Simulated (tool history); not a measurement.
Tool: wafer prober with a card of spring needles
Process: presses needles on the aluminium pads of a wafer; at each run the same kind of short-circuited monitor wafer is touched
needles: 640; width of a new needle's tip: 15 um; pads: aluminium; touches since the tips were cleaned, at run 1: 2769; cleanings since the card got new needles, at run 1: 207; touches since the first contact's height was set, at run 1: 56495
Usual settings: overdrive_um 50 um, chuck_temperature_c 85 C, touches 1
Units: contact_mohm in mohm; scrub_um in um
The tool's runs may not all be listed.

run,day,overdrive_um,chuck_temperature_c,touches,touches since the tips were cleaned,cleanings since the card got new needles,touches since the first contact's height was set,contact_mohm,scrub_um
1,0,50,85,1,2769,207,56495,272,13.13
# day 0.388: tips cleaned on abrasive film
# day 1.033: tips cleaned on abrasive film
# day 1.679: tips cleaned on abrasive film
# day 2.204: height of the first contact set anew
# day 2.338: tips cleaned on abrasive film
# day 2.854: tips cleaned on abrasive film
# day 3.5: tips cleaned on abrasive film
# day 4.146: tips cleaned on abrasive film
2,4.312,50,85,1,2239,214,28235,262,13.2
# day 4.7: tips cleaned on abrasive film
# day 5.217: tips cleaned on abrasive film
# day 5.862: tips cleaned on abrasive film
# day 6.508: tips cleaned on abrasive film
# day 7.025: tips cleaned on abrasive film
# day 7.542: tips cleaned on abrasive film
3,7.725,50,85,1,2513,220,74077,269,13.01
# day 8.117: tips cleaned on abrasive film
# day 8.633: tips cleaned on abrasive film
# day 8.646: height of the first contact set anew
# day 9.292: tips cleaned on abrasive film
# day 9.808: tips cleaned on abrasive film
# day 10.454: tips cleaned on abrasive film
4,10.633,50,85,1,2465,225,26727,265,13.24
# day 11.025: tips cleaned on abrasive film
# day 11.671: tips cleaned on abrasive film
# day 12.317: tips cleaned on abrasive film
5,12.562,50,85,1,3373,228,52630,278,13.12
# day 12.954: tips cleaned on abrasive film
# day 13.471: tips cleaned on abrasive film
# day 14.117: tips cleaned on abrasive film
# day 14.633: tips cleaned on abrasive film
# day 15.158: height of the first contact set anew
# day 15.292: tips cleaned on abrasive film
# day 15.938: tips cleaned on abrasive film
# day 16.454: tips cleaned on abrasive film
6,16.788,50,85,1,4544,235,21875,288,13.23
# day 17.05: tips cleaned on abrasive film
# day 17.696: tips cleaned on abrasive film
# day 18.342: tips cleaned on abrasive film
# day 18.983: tips cleaned on abrasive film
# day 19.504: tips cleaned on abrasive film
7,19.712,50,85,1,2812,240,61082,270,13.04
# day 20.1: tips cleaned on abrasive film
# day 20.617: tips cleaned on abrasive film
# day 21.262: tips cleaned on abrasive film
# day 21.658: height of the first contact set anew
# day 21.921: tips cleaned on abrasive film
8,22.362,50,85,1,5992,244,9459,301,13.28
# day 22.496: tips cleaned on abrasive film
# day 23.142: tips cleaned on abrasive film
# day 23.788: tips cleaned on abrasive film
# day 24.429: tips cleaned on abrasive film
# day 25.075: tips cleaned on abrasive film
9,25.254,50,85,1,2421,249,48275,267,13.18
# day 25.646: tips cleaned on abrasive film
# day 26.288: tips cleaned on abrasive film
# day 26.933: tips cleaned on abrasive film
# day 27.579: tips cleaned on abrasive film
# day 28.104: height of the first contact set anew
# day 28.238: tips cleaned on abrasive film
10,28.275,50,85,1,487,254,2219,244,13.26
# day 28.792: tips cleaned on abrasive film
# day 29.308: tips cleaned on abrasive film
# day 29.954: tips cleaned on abrasive film
11,30.433,63,85,1,6503,257,31251,272,16.66
# day 30.567: tips cleaned on abrasive film
# day 31.212: tips cleaned on abrasive film
# day 31.858: tips cleaned on abrasive film
# day 32.375: tips cleaned on abrasive film
12,32.804,50,28,1,5783,261,63030,293,13.05
# day 32.933: tips cleaned on abrasive film
# day 33.45: tips cleaned on abrasive film
# day 34.096: tips cleaned on abrasive film
# day 34.621: height of the first contact set anew
# day 34.754: tips cleaned on abrasive film
13,34.825,47,84,1,963,265,2697,259,12.45
# day 35.342: tips cleaned on abrasive film
# day 35.988: tips cleaned on abrasive film
# day 36.633: tips cleaned on abrasive film
# day 37.279: tips cleaned on abrasive film
# day 37.925: tips cleaned on abrasive film
14,38.354,37,98,1,5801,270,50093,373,9.68
# day 38.488: tips cleaned on abrasive film
# day 39.004: tips cleaned on abrasive film
# day 39.65: tips cleaned on abrasive film
# day 40.167: tips cleaned on abrasive film
# day 40.808: tips cleaned on abrasive film
# day 41.079: height of the first contact set anew
# day 41.467: tips cleaned on abrasive film
15,41.612,37,98,1,1957,276,7157,304,9.81

Forecast run 16:
# day 42: tips cleaned on abrasive film
# day 42.517: tips cleaned on abrasive film
# day 43.162: tips cleaned on abrasive film
# day 43.679: tips cleaned on abrasive film
# day 44.325: tips cleaned on abrasive film
16,44.646,70,85,2,4309,281,47856,?,?

Run 16 gave contact_mohm 241 mohm, scrub_um 18.5 um.
Without the tool's hidden state the same run would have given contact_mohm 214 mohm, scrub_um 18.65 um.
